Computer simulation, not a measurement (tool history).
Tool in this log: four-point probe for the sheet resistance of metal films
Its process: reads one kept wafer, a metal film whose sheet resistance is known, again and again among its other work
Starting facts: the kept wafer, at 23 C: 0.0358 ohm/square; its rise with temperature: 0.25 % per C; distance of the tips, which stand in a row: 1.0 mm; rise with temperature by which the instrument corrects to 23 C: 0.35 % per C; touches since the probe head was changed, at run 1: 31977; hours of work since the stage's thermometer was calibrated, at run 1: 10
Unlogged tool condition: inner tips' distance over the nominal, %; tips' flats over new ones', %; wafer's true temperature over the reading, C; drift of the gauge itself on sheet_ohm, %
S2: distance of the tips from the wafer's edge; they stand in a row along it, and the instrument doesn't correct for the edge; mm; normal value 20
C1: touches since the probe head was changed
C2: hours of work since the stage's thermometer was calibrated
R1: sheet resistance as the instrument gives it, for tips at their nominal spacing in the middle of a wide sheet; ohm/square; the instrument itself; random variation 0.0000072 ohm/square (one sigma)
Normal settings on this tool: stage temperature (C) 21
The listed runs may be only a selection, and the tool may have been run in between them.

Run 1, day 0.000: usual settings; C1 31977; C2 10. Result: R1 0.035915 ohm/square.
Run 2, day 1.954: usual settings; C1 33682; C2 48. Result: R1 0.035921 ohm/square.
Run 3, day 3.879: usual settings; C1 35361; C2 85. Result: R1 0.035924 ohm/square.
Run 4, day 5.583: usual settings; C1 36848; C2 117. Result: R1 0.035917 ohm/square.
Run 5, day 6.712: usual settings; C1 37835; C2 139. Result: R1 0.035919 ohm/square.
Run 6, day 8.646: usual settings; C1 39522; C2 176. Result: R1 0.035922 ohm/square.
Run 7, day 9.696: usual settings; C1 40438; C2 196. Result: R1 0.035919 ohm/square.
Run 8, day 11.479: usual settings but S2 7 mm; C1 41992; C2 230. Result: R1 0.036263 ohm/square.
Run 9, day 13.017: usual settings but S2 7 mm; C1 43335; C2 260. Result: R1 0.036275 ohm/square.
Run 10, day 15.067: usual settings but S2 7 mm; C1 45124; C2 299. Result: R1 0.036258 ohm/square.
Run 11, day 16.046: usual settings; C1 45979; C2 318. Result: R1 0.035919 ohm/square.
Run 12, day 17.721: usual settings; C1 47440; C2 350. Result: R1 0.035918 ohm/square.
Run 13, day 18.746: usual settings; C1 48334; C2 370. Result: R1 0.035928 ohm/square.
Run 14, day 20.862: usual settings but stage temperature (C) 28, S2 43 mm; C1 50182; C2 410. Result: R1 0.035639 ohm/square.
Run 15, day 22.538: usual settings but stage temperature (C) 28, S2 43 mm; C1 51641; C2 442. Result: R1 0.035651 ohm/square.

What does the tool deliver on the next run?
Run 16, day 24.450: usual settings but stage temperature (C) 27, S2 37 mm; C1 53312; C2 479. Result: R1 ?.

R1: 0.035670 ohm/square
Had the tool carried no hidden state, the very same run would have given R1 0.035668 ohm/square.
